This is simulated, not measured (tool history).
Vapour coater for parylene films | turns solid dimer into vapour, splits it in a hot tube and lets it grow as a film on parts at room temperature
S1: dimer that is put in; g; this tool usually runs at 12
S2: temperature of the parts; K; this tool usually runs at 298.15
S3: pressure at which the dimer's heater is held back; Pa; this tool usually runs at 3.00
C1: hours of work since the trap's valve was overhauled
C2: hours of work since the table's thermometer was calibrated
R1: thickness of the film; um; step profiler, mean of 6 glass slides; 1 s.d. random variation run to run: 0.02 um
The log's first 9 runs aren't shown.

run   hour  S1      S2     S3   C1   C2     R1
 10  102.4  13  301.15   3.00  414  640   5.53
 11  112.7  12  298.15   3.00  423  649   5.61
 12  121.6  19  298.15   3.00  430  656   8.89
 13  135.5  12  298.15   3.00  442  668   5.58
 14  149.8  12  298.15   3.00  454  680   5.61
 15  160.9  12  298.15   3.00  463  690   5.56
 16  175.6  12  298.15   3.00  476  702   5.58
 17  190.4  12  298.15   3.00  488  714   5.55
 18  198.8  12  298.15   3.00  495  721   5.58
 19  206.3  12  298.15  11.78  501  728   4.01
 20  222.4   5  298.15   2.94  515  741   2.32
 21  231.5  12  308.15   5.30  523  749   3.52
 22  240.6  12  308.15   5.30  530  757   3.51
 23  254.4   7  296.15   6.80  542  768   2.83
 24  262.2   7  296.15   6.80  549  775   2.82
     278.6  -- trap's valve overhauled
 25  283.0   9  307.15   6.69    4  789   2.78
 26  297.3  11  295.15   3.00   16  801   5.93
 27  312.8  11  297.15   3.89   29  814   5.28
 28  326.4  22  291.15   7.10   40  826  11.04
 29  340.3  17  291.15   2.65   52  838  10.78
 30  355.5  17  298.15   8.88   65  850   6.45
 31  364.4  17  298.15   2.23   72  858   8.93
 32  381.2   8  301.15   2.23   87  872   3.82
 33  396.6   8  291.15   5.45   99  885   4.23

The next listed run, before its measurement:
 34  412.1  14  291.15  3.03  113  898   ?

Run 34 produced R1 8.50 um.
Had the tool carried no hidden state, the very same run would have given R1 8.58 um.

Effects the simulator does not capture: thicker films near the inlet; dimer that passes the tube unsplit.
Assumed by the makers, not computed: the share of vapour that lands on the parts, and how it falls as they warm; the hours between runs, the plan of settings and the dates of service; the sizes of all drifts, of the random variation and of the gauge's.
